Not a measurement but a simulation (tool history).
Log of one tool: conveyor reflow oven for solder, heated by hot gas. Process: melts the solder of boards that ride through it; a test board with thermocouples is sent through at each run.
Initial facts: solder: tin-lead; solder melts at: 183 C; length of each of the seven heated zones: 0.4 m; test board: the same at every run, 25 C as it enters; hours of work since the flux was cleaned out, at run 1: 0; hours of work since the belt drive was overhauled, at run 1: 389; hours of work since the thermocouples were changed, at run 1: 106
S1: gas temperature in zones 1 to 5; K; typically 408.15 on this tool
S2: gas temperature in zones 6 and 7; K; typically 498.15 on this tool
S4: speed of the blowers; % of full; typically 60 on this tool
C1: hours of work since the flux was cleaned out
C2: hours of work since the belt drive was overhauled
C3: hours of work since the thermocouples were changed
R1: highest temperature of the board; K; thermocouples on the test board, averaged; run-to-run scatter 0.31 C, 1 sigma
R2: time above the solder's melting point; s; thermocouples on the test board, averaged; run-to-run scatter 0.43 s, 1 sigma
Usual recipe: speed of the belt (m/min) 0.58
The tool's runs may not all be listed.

{"run": 1, "hour": 0.0, "S1": 408.15, "S2": 498.15, "speed of the belt (m/min)": 0.58, "S4": 60, "C1": 0, "C2": 389, "C3": 106, "R1": 480.25, "R2": 50.6}
{"run": 2, "hour": 10.0, "S1": 408.15, "S2": 498.15, "speed of the belt (m/min)": 0.58, "S4": 60, "C1": 8, "C2": 396, "C3": 114, "R1": 480.05, "R2": 50.5}
{"run": 3, "hour": 27.5, "S1": 408.15, "S2": 496.15, "speed of the belt (m/min)": 0.58, "S4": 60, "C1": 21, "C2": 410, "C3": 127, "R1": 479.15, "R2": 49}
{"run": 4, "hour": 45.5, "S1": 408.15, "S2": 496.15, "speed of the belt (m/min)": 0.58, "S4": 60, "C1": 35, "C2": 423, "C3": 141, "R1": 478.45, "R2": 48.7}
{"run": 5, "hour": 61.2, "S1": 408.15, "S2": 496.15, "speed of the belt (m/min)": 0.58, "S4": 60, "C1": 47, "C2": 435, "C3": 152, "R1": 478.45, "R2": 47.6}
{"run": 6, "hour": 79.5, "S1": 410.15, "S2": 498.15, "speed of the belt (m/min)": 0.58, "S4": 60, "C1": 61, "C2": 449, "C3": 166, "R1": 480.45, "R2": 52.1}
{"run": 7, "hour": 98.6, "S1": 410.15, "S2": 498.15, "speed of the belt (m/min)": 0.58, "S4": 60, "C1": 75, "C2": 464, "C3": 181, "R1": 480.35, "R2": 51.6}
{"run": 8, "hour": 109.3, "S1": 410.15, "S2": 498.15, "speed of the belt (m/min)": 0.58, "S4": 60, "C1": 83, "C2": 472, "C3": 189, "R1": 480.35, "R2": 51.4}
{"run": 9, "hour": 119.6, "S1": 410.15, "S2": 498.15, "speed of the belt (m/min)": 0.58, "S4": 60, "C1": 91, "C2": 480, "C3": 197, "R1": 480.35, "R2": 51.6}
{"run": 10, "hour": 135.8, "S1": 408.15, "S2": 496.15, "speed of the belt (m/min)": 0.58, "S4": 60, "C1": 104, "C2": 492, "C3": 209, "R1": 478.15, "R2": 48.1}
{"run": 11, "hour": 152.2, "S1": 408.15, "S2": 496.15, "speed of the belt (m/min)": 0.58, "S4": 60, "C1": 116, "C2": 505, "C3": 222, "R1": 477.75, "R2": 47.4}
{"run": 12, "hour": 161.2, "S1": 408.15, "S2": 496.15, "speed of the belt (m/min)": 0.58, "S4": 60, "C1": 123, "C2": 511, "C3": 229, "R1": 478.45, "R2": 48.2}
{"run": 13, "hour": 178.4, "S1": 408.15, "S2": 496.15, "speed of the belt (m/min)": 0.58, "S4": 60, "C1": 136, "C2": 525, "C3": 242, "R1": 478.25, "R2": 48.2}
{"run": 14, "hour": 192.7, "S1": 401.15, "S2": 498.15, "speed of the belt (m/min)": 0.58, "S4": 60, "C1": 147, "C2": 535, "C3": 253, "R1": 477.85, "R2": 45.7}
{"run": 15, "hour": 204.4, "S1": 401.15, "S2": 498.15, "speed of the belt (m/min)": 0.58, "S4": 60, "C1": 156, "C2": 544, "C3": 261, "R1": 478.15, "R2": 45.9}
{"run": 16, "hour": 217.1, "S1": 401.15, "S2": 493.15, "speed of the belt (m/min)": 0.58, "S4": 60, "C1": 165, "C2": 554, "C3": 271, "R1": 473.85, "R2": 40.1}
{"run": 17, "hour": 232.9, "S1": 415.15, "S2": 487.15, "speed of the belt (m/min)": 0.547, "S4": 70, "C1": 177, "C2": 566, "C3": 283, "R1": 475.85, "R2": 52.7}
{"run": 18, "hour": 249.1, "S1": 415.15, "S2": 487.15, "speed of the belt (m/min)": 0.547, "S4": 70, "C1": 190, "C2": 578, "C3": 295, "R1": 475.55, "R2": 52.4}
{"run": 19, "hour": 257.8, "S1": 415.15, "S2": 487.15, "speed of the belt (m/min)": 0.547, "S4": 70, "C1": 196, "C2": 585, "C3": 302, "R1": 475.55, "R2": 52.8}
{"run": 20, "hour": 267.1, "S1": 415.15, "S2": 487.15, "speed of the belt (m/min)": 0.547, "S4": 70, "C1": 203, "C2": 592, "C3": 309, "R1": 475.55, "R2": 52.5}
{"run": 21, "hour": 281.3, "S1": 408.15, "S2": 498.15, "speed of the belt (m/min)": 0.573, "S4": 60, "C1": 214, "C2": 603, "C3": 320, "R1": 479.35, "R2": 51.1}
{"run": 22, "hour": 293.6, "S1": 408.15, "S2": 498.15, "speed of the belt (m/min)": 0.573, "S4": 60, "C1": 224, "C2": 612, "C3": 329, "R1": 479.65, "R2": 50.1}
{"run": 23, "hour": 304.5, "S1": 408.15, "S2": 498.15, "speed of the belt (m/min)": 0.573, "S4": 60, "C1": 232, "C2": 620, "C3": 338, "R1": 480.05, "R2": 51}
{"run": 24, "hour": 320.7, "S1": 408.15, "S2": 498.15, "speed of the belt (m/min)": 0.573, "S4": 60, "C1": 244, "C2": 633, "C3": 350, "R1": 479.35, "R2": 50}
{"run": 25, "hour": 332.9, "S1": 409.15, "S2": 498.15, "speed of the belt (m/min)": 0.58, "S4": 62, "C1": 253, "C2": 642, "C3": 359, "R1": 480.35, "R2": 50.5}
{"run": 26, "hour": 341.9, "S1": 419.15, "S2": 492.15, "speed of the belt (m/min)": 0.69, "S4": 60, "C1": 260, "C2": 649, "C3": 366, "R1": 471.15, "R2": 33.4}
{"run": 27, "hour": 350.0, "S1": 419.15, "S2": 492.15, "speed of the belt (m/min)": 0.69, "S4": 60, "C1": 266, "C2": 655, "C3": 372, "R1": 470.95, "R2": 33.9}
{"run": 28, "hour": 366.8, "S1": 408.15, "S2": 504.15, "speed of the belt (m/min)": 0.58, "S4": 72, "C1": 279, "C2": 668, "C3": 385, "R1": 487.35, "R2": 59.4}
{"run": 29, "hour": 376.6, "S1": 408.15, "S2": 504.15, "speed of the belt (m/min)": 0.633, "S4": 86, "C1": 287, "C2": 675, "C3": 392, "R1": 488.15, "R2": 55.3}
{"run": 30, "hour": 385.8, "S1": 415.15, "S2": 498.15, "speed of the belt (m/min)": 0.58, "S4": 60, "C1": 294, "C2": 682, "C3": 399, "R1": 480.25, "R2": 53.9}

Alternative continuations, all from the tool just after run 30; predict every row:
{"run": "A", "hour": 397.1, "S1": 397.15, "S2": 498.15, "speed of the belt (m/min)": 0.58, "S4": 60, "C1": 302, "C2": 691, "C3": 408, "R1": "?", "R2": "?"}
{"run": "B", "hour": 397.1, "S1": 415.15, "S2": 498.15, "speed of the belt (m/min)": 0.58, "S4": 85, "C1": 302, "C2": 691, "C3": 408, "R1": "?", "R2": "?"}
{"run": "C", "hour": 397.1, "S1": 415.15, "S2": 498.15, "speed of the belt (m/min)": 0.484, "S4": 60, "C1": 302, "C2": 691, "C3": 408, "R1": "?", "R2": "?"}
{"run": "D", "hour": 397.1, "S1": 415.15, "S2": 502.15, "speed of the belt (m/min)": 0.58, "S4": 60, "C1": 302, "C2": 691, "C3": 408, "R1": "?", "R2": "?"}

run=A R1=476.55 R2=41.3
run=B R1=485.95 R2=62.2
run=C R1=486.05 R2=73.7
run=D R1=484.05 R2=57.5
Without the tool's unlogged condition, the same runs would have read:
run=A R1=477.15 R2=41.8
run=B R1=486.55 R2=62.2
run=C R1=486.25 R2=73
run=D R1=484.55 R2=57.3

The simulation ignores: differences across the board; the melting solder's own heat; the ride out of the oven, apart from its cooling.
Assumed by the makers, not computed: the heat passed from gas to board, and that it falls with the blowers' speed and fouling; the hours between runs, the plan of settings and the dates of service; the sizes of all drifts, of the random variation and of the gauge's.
